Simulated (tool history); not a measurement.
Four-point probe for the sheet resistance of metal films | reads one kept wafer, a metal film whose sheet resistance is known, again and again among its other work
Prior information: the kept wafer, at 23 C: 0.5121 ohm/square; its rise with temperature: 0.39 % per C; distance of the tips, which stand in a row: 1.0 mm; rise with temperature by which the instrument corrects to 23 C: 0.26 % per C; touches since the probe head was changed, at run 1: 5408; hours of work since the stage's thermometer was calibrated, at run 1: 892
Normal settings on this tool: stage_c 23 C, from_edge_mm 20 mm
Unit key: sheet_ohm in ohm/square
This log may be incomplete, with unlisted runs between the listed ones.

| run | hour | stage_c | from_edge_mm | touches since the probe head was changed | hours of work since the stage's thermometer was calibrated | sheet_ohm |
|---|---|---|---|---|---|---|
| 1 | 0 | 23 | 20 | 5408 | 892 | 0.511412 |
| 2 | 27 | 22 | 20 | 6232 | 903 | 0.510756 |
| 3 | 62.5 | 22 | 20 | 7318 | 918 | 0.510644 |
| 4 | 90.5 | 22 | 20 | 8172 | 930 | 0.510731 |
| 5 | 134.1 | 22 | 20 | 9506 | 948 | 0.510781 |
| 6 | 173.5 | 22 | 20 | 10710 | 965 | 0.510697 |
| 7 | 213.1 | 22 | 20 | 11918 | 982 | 0.510994 |
| 8 | 232.7 | 22 | 20 | 12518 | 990 | 0.510908 |
| 9 | 266.2 | 22 | 20 | 13543 | 1004 | 0.510855 |
| 10 | 294.5 | 26 | 20 | 14405 | 1016 | 0.513692 |
|  | 297.5 | stage's thermometer calibrated |
| 11 | 339.3 | 23 | 20 | 15759 | 18 | 0.511448 |
| 12 | 364.9 | 23 | 20 | 16541 | 28 | 0.511413 |
| 13 | 397.7 | 23 | 20 | 17545 | 42 | 0.511417 |
| 14 | 416.3 | 23 | 14 | 18113 | 50 | 0.512264 |
| 15 | 453.3 | 23 | 14 | 19244 | 66 | 0.512065 |
| 16 | 478.2 | 23 | 14 | 20004 | 76 | 0.512313 |
| 17 | 509.4 | 23 | 14 | 20957 | 89 | 0.512146 |
| 18 | 528.2 | 35 | 14 | 21531 | 97 | 0.520039 |
|  | 546.8 | stage's thermometer calibrated, once more |
| 19 | 570.1 | 35 | 14 | 22797 | 10 | 0.520547 |
| 20 | 614.2 | 35 | 14 | 24145 | 28 | 0.520641 |
| 21 | 645.1 | 22 | 49 | 25087 | 41 | 0.511189 |
| 22 | 665.9 | 19 | 21 | 25724 | 50 | 0.509525 |
| 23 | 688.5 | 32 | 56 | 26415 | 60 | 0.517526 |

Estimate the outcome of run 24 from the log above:
| 24 | 709.8 | 32 | 15 | 27066 | 69 | ? |

sheet_ohm: 0.518683 ohm/square
Minus the tool's unlogged condition, the same run would have read sheet_ohm 0.519166 ohm/square.
